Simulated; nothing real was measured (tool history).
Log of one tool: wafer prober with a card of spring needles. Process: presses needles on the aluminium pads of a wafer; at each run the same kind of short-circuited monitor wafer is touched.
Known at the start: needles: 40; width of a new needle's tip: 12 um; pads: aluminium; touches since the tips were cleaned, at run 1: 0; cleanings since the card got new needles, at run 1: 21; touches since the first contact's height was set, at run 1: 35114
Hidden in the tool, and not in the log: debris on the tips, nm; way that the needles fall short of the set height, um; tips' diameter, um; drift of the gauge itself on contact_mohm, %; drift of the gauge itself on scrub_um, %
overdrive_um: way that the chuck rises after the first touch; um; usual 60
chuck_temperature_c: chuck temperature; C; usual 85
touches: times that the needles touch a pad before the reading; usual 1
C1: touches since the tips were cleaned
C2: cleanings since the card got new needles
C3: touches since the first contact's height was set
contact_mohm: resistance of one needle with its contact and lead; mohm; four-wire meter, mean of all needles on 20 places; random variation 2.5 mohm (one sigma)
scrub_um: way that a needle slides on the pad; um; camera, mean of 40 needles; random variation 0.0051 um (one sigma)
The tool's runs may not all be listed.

run 1 day=0 | overdrive_um=60 chuck_temperature_c=85 touches=1 | C1=0 C2=21 C3=35114 | contact_mohm=299 scrub_um=10.215
run 2 day=0.846 | overdrive_um=60 chuck_temperature_c=78 touches=1 | C1=6135 C2=21 C3=41249 | contact_mohm=374 scrub_um=10.197
-- day=1.162 tips cleaned on abrasive film
run 3 day=1.483 | overdrive_um=64 chuck_temperature_c=85 touches=1 | C1=2343 C2=22 C3=45850 | contact_mohm=336 scrub_um=10.872
-- day=2.3 tips cleaned on abrasive film
run 4 day=2.692 | overdrive_um=64 chuck_temperature_c=85 touches=1 | C1=2836 C2=23 C3=54566 | contact_mohm=338 scrub_um=10.87
-- day=3.512 tips cleaned on abrasive film
run 5 day=3.546 | overdrive_um=64 chuck_temperature_c=85 touches=1 | C1=230 C2=24 C3=60743 | contact_mohm=300 scrub_um=10.849
run 6 day=4.367 | overdrive_um=60 chuck_temperature_c=85 touches=1 | C1=6200 C2=24 C3=66713 | contact_mohm=386 scrub_um=10.161
-- day=4.767 tips cleaned on abrasive film
run 7 day=5.3 | overdrive_um=57 chuck_temperature_c=85 touches=1 | C1=3885 C2=25 C3=73451 | contact_mohm=368 scrub_um=9.648
-- day=5.938 tips cleaned on abrasive film
-- day=6.046 height of the first contact set anew
run 8 day=6.062 | overdrive_um=43 chuck_temperature_c=85 touches=1 | C1=836 C2=26 C3=125 | contact_mohm=333 scrub_um=7.343
-- day=7.083 tips cleaned on abrasive film
run 9 day=7.083 | overdrive_um=43 chuck_temperature_c=39 touches=1 | C1=0 C2=27 C3=7490 | contact_mohm=292 scrub_um=7.339
run 10 day=8.179 | overdrive_um=52 chuck_temperature_c=42 touches=2 | C1=7954 C2=27 C3=15444 | contact_mohm=365 scrub_um=8.872
-- day=8.283 tips cleaned on abrasive film
-- day=9.412 tips cleaned on abrasive film
run 11 day=9.412 | overdrive_um=76 chuck_temperature_c=58 touches=1 | C1=0 C2=29 C3=24322 | contact_mohm=274 scrub_um=12.935
-- day=10.579 tips cleaned on abrasive film
run 12 day=10.65 | overdrive_um=47 chuck_temperature_c=42 touches=1 | C1=524 C2=30 C3=33283 | contact_mohm=300 scrub_um=7.993
-- day=11.725 tips cleaned on abrasive film
run 13 day=11.871 | overdrive_um=53 chuck_temperature_c=66 touches=2 | C1=1048 C2=31 C3=42090 | contact_mohm=309 scrub_um=8.991
run 14 day=12.571 | overdrive_um=69 chuck_temperature_c=69 touches=2 | C1=6133 C2=31 C3=47175 | contact_mohm=331 scrub_um=11.728
-- day=12.908 tips cleaned on abrasive film
run 15 day=13.258 | overdrive_um=69 chuck_temperature_c=69 touches=3 | C1=2537 C2=32 C3=52139 | contact_mohm=293 scrub_um=11.714
-- day=14.042 tips cleaned on abrasive film
run 16 day=14.175 | overdrive_um=60 chuck_temperature_c=92 touches=1 | C1=963 C2=33 C3=58756 | contact_mohm=315 scrub_um=10.176
run 17 day=14.729 | overdrive_um=60 chuck_temperature_c=69 touches=2 | C1=4979 C2=33 C3=62772 | contact_mohm=334 scrub_um=10.169
-- day=15.175 tips cleaned on abrasive film
run 18 day=15.512 | overdrive_um=60 chuck_temperature_c=69 touches=2 | C1=2435 C2=34 C3=68419 | contact_mohm=313 scrub_um=10.156

4 ways to go on from here, each from the tool as it stands after run 18. What would each give?
run A day=16.204 | overdrive_um=76 chuck_temperature_c=36 touches=1 | C1=7456 C2=34 C3=73440 | contact_mohm=? scrub_um=?
run B day=16.204 | overdrive_um=60 chuck_temperature_c=72 touches=2 | C1=7456 C2=34 C3=73440 | contact_mohm=? scrub_um=?
run C day=16.204 | overdrive_um=73 chuck_temperature_c=85 touches=1 | C1=7456 C2=34 C3=73440 | contact_mohm=? scrub_um=?
run D day=16.204 | overdrive_um=41 chuck_temperature_c=85 touches=1 | C1=7456 C2=34 C3=73440 | contact_mohm=? scrub_um=?

run=A contact_mohm=343 scrub_um=12.882
run=B contact_mohm=343 scrub_um=10.147
run=C contact_mohm=354 scrub_um=12.386
run=D contact_mohm=504 scrub_um=6.915
Without the tool's hidden state the same runs would have given:
run=A contact_mohm=263 scrub_um=12.972
run=B contact_mohm=276 scrub_um=10.237
run=C contact_mohm=275 scrub_um=12.476
run=D contact_mohm=292 scrub_um=7.004
